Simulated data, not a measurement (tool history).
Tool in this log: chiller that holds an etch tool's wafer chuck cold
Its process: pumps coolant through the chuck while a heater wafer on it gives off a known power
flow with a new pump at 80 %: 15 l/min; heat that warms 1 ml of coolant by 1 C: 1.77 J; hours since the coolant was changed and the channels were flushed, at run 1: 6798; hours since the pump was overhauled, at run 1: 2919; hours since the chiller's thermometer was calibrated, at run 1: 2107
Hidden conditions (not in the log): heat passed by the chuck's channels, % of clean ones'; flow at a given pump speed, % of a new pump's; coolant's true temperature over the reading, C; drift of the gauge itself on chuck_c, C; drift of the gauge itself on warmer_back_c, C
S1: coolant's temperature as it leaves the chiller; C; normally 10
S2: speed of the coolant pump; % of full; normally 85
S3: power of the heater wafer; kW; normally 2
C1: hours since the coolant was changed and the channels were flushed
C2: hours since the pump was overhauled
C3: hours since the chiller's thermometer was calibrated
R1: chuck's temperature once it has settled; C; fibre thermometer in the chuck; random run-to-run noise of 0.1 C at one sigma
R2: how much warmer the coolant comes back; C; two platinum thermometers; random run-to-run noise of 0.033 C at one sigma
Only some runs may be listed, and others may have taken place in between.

Run 1, hour 0: usual settings; C1 6798; C2 2919; C3 2107. Result: R1 25.8 C, R2 4.41 C.
Run 2, hour 69.5: usual settings; C1 6867; C2 2989; C3 2176. Result: R1 25.8 C, R2 4.45 C.
Run 3, hour 132.3: usual settings; C1 6930; C2 3051; C3 2239. Result: R1 25.9 C, R2 4.37 C.
Run 4, hour 235.3: usual settings; C1 7033; C2 3154; C3 2342. Result: R1 25.9 C, R2 4.39 C.
Run 5, hour 312.3: usual settings; C1 7110; C2 3231; C3 2419. Result: R1 26.2 C, R2 4.38 C.
Run 6, hour 357.2: usual settings; C1 7155; C2 3276; C3 2464. Result: R1 25.8 C, R2 4.43 C.
Run 7, hour 414.3: usual settings; C1 7212; C2 3333; C3 2521. Result: R1 26 C, R2 4.38 C.
Run 8, hour 524.2: usual settings; C1 7322; C2 3443; C3 2631. Result: R1 25.8 C, R2 4.41 C.
Run 9, hour 614.6: usual settings but S2 63 % of full; C1 7413; C2 3534; C3 2722. Result: R1 32.1 C, R2 6.16 C.
At hour 637.5: coolant changed, channels flushed.
Run 10, hour 670.6: usual settings but S2 63 % of full; C1 33; C2 3584; C3 2772. Result: R1 29.8 C, R2 6.2 C.
Run 11, hour 715.6: usual settings but S2 63 % of full; C1 78; C2 3629; C3 2817. Result: R1 29.8 C, R2 6.2 C.
Run 12, hour 769.7: usual settings but S2 88 % of full; C1 132; C2 3683; C3 2871. Result: R1 23.9 C, R2 4.25 C.
At hour 776.4: chiller's thermometer calibrated.
Run 13, hour 825.3: usual settings but S2 88 % of full; C1 187; C2 3737; C3 49. Result: R1 23.8 C, R2 4.35 C.
Run 14, hour 919.6: usual settings but S2 88 % of full; C1 281; C2 3832; C3 143. Result: R1 23.9 C, R2 4.29 C.
Run 15, hour 1019.4: usual settings but S2 88 % of full; C1 381; C2 3931; C3 243. Result: R1 24 C, R2 4.26 C.
Run 16, hour 1081.8: usual settings but S1 9 C; C1 443; C2 3994; C3 305. Result: R1 23.5 C, R2 4.49 C.
Run 17, hour 1131.8: usual settings but S1 9 C; C1 493; C2 4044; C3 355. Result: R1 23.4 C, R2 4.5 C.
Run 18, hour 1235.8: usual settings; C1 597; C2 4148; C3 459. Result: R1 24.4 C, R2 4.45 C.
Run 19, hour 1327.2: usual settings but S1 5 C, S2 87 % of full; C1 689; C2 4239; C3 551. Result: R1 19.1 C, R2 4.33 C.
At hour 1389.4: chiller's thermometer calibrated, once more.
Run 20, hour 1398.2: usual settings but S1 17 C, S2 74 % of full, S3 2.31 kW; C1 759; C2 4309; C3 9. Result: R1 37.2 C, R2 6.05 C.
Run 21, hour 1499.5: usual settings but S1 16 C, S2 82 % of full, S3 1.51 kW; C1 860; C2 4411; C3 110. Result: R1 27.9 C, R2 3.47 C.
Run 22, hour 1581.8: usual settings but S1 16 C, S2 80 % of full, S3 1.143 kW; C1 942; C2 4493; C3 192. Result: R1 25.3 C, R2 2.75 C.
Run 23, hour 1663.2: usual settings but S1 8 C, S2 80 % of full, S3 1.143 kW; C1 1024; C2 4574; C3 274. Result: R1 17.4 C, R2 2.73 C.
Run 24, hour 1767.5: usual settings but S1 8 C, S2 98 % of full, S3 1.926 kW; C1 1128; C2 4679; C3 378. Result: R1 20.7 C, R2 3.63 C.
Run 25, hour 1858.1: usual settings but S1 0 C, S2 62 % of full, S3 1.074 kW; C1 1219; C2 4769; C3 469. Result: R1 11.4 C, R2 3.43 C.
Run 26, hour 1932.1: usual settings but S1 7 C, S2 62 % of full, S3 1.135 kW; C1 1293; C2 4843; C3 543. Result: R1 19 C, R2 3.6 C.
Run 27, hour 1982.4: usual settings but S1 7 C, S2 62 % of full, S3 1.135 kW; C1 1343; C2 4893; C3 593. Result: R1 18.8 C, R2 3.6 C.
Run 28, hour 2055.7: usual settings but S1 3 C, S3 1.541 kW; C1 1416; C2 4967; C3 666. Result: R1 14.7 C, R2 3.52 C.
Run 29, hour 2153.6: usual settings but S1 3 C, S3 1.541 kW; C1 1514; C2 5065; C3 764. Result: R1 14.9 C, R2 3.5 C.
Run 30, hour 2235.4: usual settings but S1 7 C, S2 71 % of full, S3 1.089 kW; C1 1596; C2 5146; C3 846. Result: R1 17.1 C, R2 3.04 C.
Run 31, hour 2288.6: usual settings but S1 8 C, S3 1.975 kW; C1 1649; C2 5200; C3 899. Result: R1 23.1 C, R2 4.49 C.
Run 32, hour 2351.4: usual settings but S1 4 C, S2 64 % of full, S3 1.553 kW; C1 1712; C2 5262; C3 962. Result: R1 20.1 C, R2 4.84 C.

Had the tool no unlogged condition, and each run kept its random variation, what would the results have been?
run    R1    R2
  1  24.1  4.25
  2  24.2  4.28
  3  24.2   4.2
  4  24.2  4.22
  5  24.5   4.2
  6    24  4.25
  7  24.2  4.19
  8    24  4.22
  9  29.5  5.89
 10  29.3  5.93
 11  29.3  5.92
 12  23.6  4.06
 13  23.6  4.15
 14  23.8  4.09
 15  23.8  4.06
 16  23.3  4.27
 17  23.2  4.28
 18  24.2  4.23
 19  18.8  4.11
 20    36  5.74
 21  27.1  3.29
 22  24.7   2.6
 23  16.8  2.58
 24  19.9  3.43
 25  10.7  3.24
 26  18.2   3.4
 27  17.9  3.39
 28  13.9  3.32
 29  14.1   3.3
 30  16.4  2.86
 31    22  4.22
 32  18.9  4.55
